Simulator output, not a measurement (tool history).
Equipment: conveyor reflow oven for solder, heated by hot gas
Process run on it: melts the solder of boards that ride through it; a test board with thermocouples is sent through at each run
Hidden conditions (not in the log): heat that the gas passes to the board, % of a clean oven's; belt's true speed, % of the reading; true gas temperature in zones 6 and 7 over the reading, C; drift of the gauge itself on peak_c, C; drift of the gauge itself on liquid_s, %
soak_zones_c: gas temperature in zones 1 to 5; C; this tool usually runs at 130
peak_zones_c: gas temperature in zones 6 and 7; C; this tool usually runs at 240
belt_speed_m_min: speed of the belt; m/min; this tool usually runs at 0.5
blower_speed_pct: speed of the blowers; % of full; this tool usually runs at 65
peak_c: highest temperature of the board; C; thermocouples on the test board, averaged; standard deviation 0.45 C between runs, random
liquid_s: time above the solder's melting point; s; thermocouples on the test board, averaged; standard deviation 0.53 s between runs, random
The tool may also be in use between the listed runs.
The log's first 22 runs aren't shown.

run,day,soak_zones_c,peak_zones_c,belt_speed_m_min,blower_speed_pct,hours of work since the flux was cleaned out,hours of work since the belt drive was overhauled,hours of work since the thermocouples were changed,peak_c,liquid_s
23,50.95,117,246,0.407,65,125,703,658,227.1,65.9
24,53.521,117,246,0.541,80,151,728,684,220.6,46.1
25,55.929,130,247,0.5,63,175,752,707,221.3,52.9
# day 56.392: flux residue cleaned out of gas plates and filters
26,58.979,120,255,0.5,63,26,780,736,226.1,54.2
27,61.021,120,255,0.5,63,46,800,756,225.6,53.9
28,63.192,126,240,0.421,65,67,822,777,221.8,63
29,65.742,130,240,0.495,50,93,847,803,209.9,44.3
30,67.225,119,240,0.553,76,107,862,817,212.8,40.2

Branching from run 30: 4 alternative next runs. What would each branch give?
A,69.212,130,240,0.544,65,127,882,837,?,?
B,69.212,129,242,0.514,65,127,882,837,?,?
C,69.212,118,247,0.5,65,127,882,837,?,?
D,69.212,122,240,0.438,76,127,882,837,?,?

run,peak_c,liquid_s
A,213,42.2
B,216.9,47.8
C,219.8,49.1
D,222.9,62
Take away the tool's hidden state, keep each run's random variation, and the runs would have read:
run,peak_c,liquid_s
A,213.1,42.3
B,216.9,47.8
C,219.9,49.1
D,222.9,62.1
